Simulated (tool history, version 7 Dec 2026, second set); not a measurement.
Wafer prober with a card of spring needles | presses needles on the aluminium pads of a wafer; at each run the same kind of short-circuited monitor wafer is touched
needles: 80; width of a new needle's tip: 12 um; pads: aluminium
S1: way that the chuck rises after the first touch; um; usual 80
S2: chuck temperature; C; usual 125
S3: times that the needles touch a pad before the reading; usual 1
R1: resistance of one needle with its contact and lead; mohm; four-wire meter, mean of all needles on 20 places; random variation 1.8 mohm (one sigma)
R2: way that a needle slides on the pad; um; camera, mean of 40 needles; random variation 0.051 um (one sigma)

Run 1, hour 0.0: usual settings. Result: R1 191 mohm, R2 17.46 um.
At hour 14.4: tips cleaned on abrasive film.
At hour 32.4: tips cleaned on abrasive film.
At hour 46.9: tips cleaned on abrasive film.
At hour 64.9: tips cleaned on abrasive film.
At hour 82.9: tips cleaned on abrasive film.
At hour 98.9: tips cleaned on abrasive film.
Run 2, hour 98.9: usual settings. Result: R1 190 mohm, R2 17.37 um.
At hour 113.3: tips cleaned on abrasive film.
At hour 127.7: tips cleaned on abrasive film.
At hour 145.7: tips cleaned on abrasive film.
At hour 160.2: tips cleaned on abrasive film.
Run 3, hour 172.2: usual settings. Result: R1 273 mohm, R2 17.36 um.
At hour 175.9: tips cleaned on abrasive film.
At hour 176.2: height of the first contact set anew.
At hour 190.6: tips cleaned on abrasive film.
At hour 208.6: tips cleaned on abrasive film.
At hour 223.1: tips cleaned on abrasive film.
At hour 241.1: tips cleaned on abrasive film.
Run 4, hour 242.0: usual settings but S2 97 C. Result: R1 199 mohm, R2 17.61 um.
At hour 256.4: tips cleaned on abrasive film.
At hour 274.4: tips cleaned on abrasive film.
At hour 292.4: tips cleaned on abrasive film.
At hour 306.9: tips cleaned on abrasive film.
At hour 324.9: tips cleaned on abrasive film.
At hour 339.3: tips cleaned on abrasive film.
Run 5, hour 341.8: usual settings but S2 97 C. Result: R1 203 mohm, R2 17.51 um.
At hour 356.3: tips cleaned on abrasive film.
At hour 374.3: tips cleaned on abrasive film.
At hour 388.7: tips cleaned on abrasive film.
At hour 406.7: tips cleaned on abrasive film.
At hour 421.2: tips cleaned on abrasive film.
Run 6, hour 429.4: usual settings but S2 97 C. Result: R1 249 mohm, R2 17.59 um.
At hour 436.7: tips cleaned on abrasive film.
At hour 454.7: tips cleaned on abrasive film.
At hour 472.7: tips cleaned on abrasive film.
Run 7, hour 476.5: usual settings but S2 85 C. Result: R1 229 mohm, R2 17.39 um.
At hour 487.3: tips cleaned on abrasive film.
At hour 501.7: tips cleaned on abrasive film.
At hour 519.7: tips cleaned on abrasive film.
At hour 534.2: tips cleaned on abrasive film.
Run 8, hour 544.9: usual settings but S2 85 C. Result: R1 258 mohm, R2 17.34 um.
At hour 552.2: tips cleaned on abrasive film.
At hour 566.6: tips cleaned on abrasive film.
At hour 584.6: tips cleaned on abrasive film, once more.
At hour 595.7: height of the first contact set anew.
At hour 602.9: tips cleaned on abrasive film.
At hour 617.4: tips cleaned on abrasive film.
Run 9, hour 625.0: usual settings. Result: R1 248 mohm, R2 17.72 um.
At hour 632.3: tips cleaned on abrasive film.
At hour 650.3: tips cleaned on abrasive film.
At hour 667.7: tips cleaned on abrasive film.
Run 10, hour 667.7: usual settings. Result: R1 196 mohm, R2 17.67 um.
At hour 682.1: tips cleaned on abrasive film.
At hour 700.1: tips cleaned on abrasive film.
At hour 718.2: tips cleaned on abrasive film.
At hour 736.2: tips cleaned on abrasive film.
At hour 754.2: tips cleaned on abrasive film.
Run 11, hour 754.4: usual settings. Result: R1 199 mohm, R2 17.56 um.
At hour 768.8: tips cleaned on abrasive film.
At hour 783.2: tips cleaned on abrasive film.
At hour 801.2: tips cleaned on abrasive film.
Run 12, hour 810.6: usual settings. Result: R1 262 mohm, R2 17.54 um.
At hour 817.8: tips cleaned on abrasive film.
At hour 835.8: tips cleaned on abrasive film.
At hour 853.8: tips cleaned on abrasive film.
Run 13, hour 856.6: usual settings but S1 78 um. Result: R1 231 mohm, R2 17.08 um.
At hour 871.1: tips cleaned on abrasive film.
At hour 889.1: tips cleaned on abrasive film.
At hour 903.5: tips cleaned on abrasive film.
Run 14, hour 917.0: usual settings but S1 83 um. Result: R1 282 mohm, R2 18.22 um.
At hour 920.6: tips cleaned on abrasive film.
At hour 935.1: tips cleaned on abrasive film.
At hour 953.1: tips cleaned on abrasive film.
Run 15, hour 960.7: usual settings but S1 69 um, S2 78 C. Result: R1 280 mohm, R2 14.93 um.
At hour 968.0: tips cleaned on abrasive film.
At hour 982.4: tips cleaned on abrasive film.
At hour 1000.4: tips cleaned on abrasive film.
At hour 1015.0: height of the first contact set anew.
At hour 1015.4: tips cleaned on abrasive film.
Run 16, hour 1015.4: usual settings but S1 98 um, S2 26 C. Result: R1 170 mohm, R2 21.68 um.
At hour 1033.5: tips cleaned on abrasive film.
At hour 1051.5: tips cleaned on abrasive film.
At hour 1069.5: tips cleaned on abrasive film.
At hour 1087.5: tips cleaned on abrasive film.
Run 17, hour 1100.7: usual settings but S1 99 um, S2 44 C, S3 2. Result: R1 211 mohm, R2 21.82 um.
At hour 1104.4: tips cleaned on abrasive film.
At hour 1122.4: tips cleaned on abrasive film.
At hour 1140.4: tips cleaned on abrasive film.
Run 18, hour 1145.3: usual settings but S1 74 um, S2 34 C. Result: R1 247 mohm, R2 16.28 um.
At hour 1156.1: tips cleaned on abrasive film.
At hour 1174.1: tips cleaned on abrasive film.
At hour 1192.1: tips cleaned on abrasive film.
Run 19, hour 1197.2: usual settings but S1 74 um, S2 34 C. Result: R1 249 mohm, R2 16.22 um.
At hour 1208.0: tips cleaned on abrasive film.
At hour 1222.5: tips cleaned on abrasive film.
At hour 1240.5: tips cleaned on abrasive film.
At hour 1254.9: tips cleaned on abrasive film.
At hour 1272.9: tips cleaned on abrasive film.
Run 20, hour 1277.3: usual settings but S1 74 um, S2 34 C. Result: R1 247 mohm, R2 16.17 um.
At hour 1288.1: tips cleaned on abrasive film.
At hour 1302.5: tips cleaned on abrasive film.
At hour 1320.6: tips cleaned on abrasive film.
At hour 1338.6: tips cleaned on abrasive film.
Run 21, hour 1348.2: usual settings but S1 74 um, S2 34 C. Result: R1 272 mohm, R2 16.13 um.
At hour 1355.5: tips cleaned on abrasive film.
At hour 1369.9: tips cleaned on abrasive film.
At hour 1388.0: tips cleaned on abrasive film.
At hour 1406.0: tips cleaned on abrasive film.
At hour 1424.0: tips cleaned on abrasive film.
At hour 1435.0: height of the first contact set anew.
At hour 1442.3: tips cleaned on abrasive film.
Run 22, hour 1449.7: usual settings but S2 59 C. Result: R1 255 mohm, R2 17.75 um.
At hour 1457.0: tips cleaned on abrasive film.
At hour 1471.4: tips cleaned on abrasive film.
At hour 1489.4: tips cleaned on abrasive film.
At hour 1507.4: tips cleaned on abrasive film.
At hour 1525.5: tips cleaned on abrasive film.
Run 23, hour 1539.7: usual settings but S1 99 um, S2 36 C. Result: R1 247 mohm, R2 21.87 um.
At hour 1543.4: tips cleaned on abrasive film.
At hour 1561.4: tips cleaned on abrasive film.
At hour 1575.8: tips cleaned on abrasive film.
At hour 1593.9: tips cleaned on abrasive film.
At hour 1611.9: tips cleaned on abrasive film.
At hour 1629.5: tips cleaned on abrasive film.
Run 24, hour 1629.5: usual settings but S1 99 um, S2 36 C. Result: R1 171 mohm, R2 21.64 um.

Some steps in R1 between neighbouring runs. How much of each would the tool show without its hidden state too (settings, what came in, random variation), and how much is left for the hidden state, with any gauge scatter that isn't in both results?
The hidden state here: debris on the tips, nm; way that the needles fall short of the set height, um; tips' diameter, um; drift of the gauge itself on contact_mohm, %; drift of the gauge itself on scrub_um, %.
Run 2 -> 3: tips cleaned on abrasive film, tips cleaned on abrasive film, tips cleaned on abrasive film, tips cleaned on abrasive film. R1 +83 mohm: hidden state +85, all else -2.
Run 15 -> 16: S1 69 -> 98, S2 78 -> 26, tips cleaned on abrasive film, tips cleaned on abrasive film, tips cleaned on abrasive film, height of the first contact set anew, tips cleaned on abrasive film. R1 -110 mohm: hidden state -95, all else -15.

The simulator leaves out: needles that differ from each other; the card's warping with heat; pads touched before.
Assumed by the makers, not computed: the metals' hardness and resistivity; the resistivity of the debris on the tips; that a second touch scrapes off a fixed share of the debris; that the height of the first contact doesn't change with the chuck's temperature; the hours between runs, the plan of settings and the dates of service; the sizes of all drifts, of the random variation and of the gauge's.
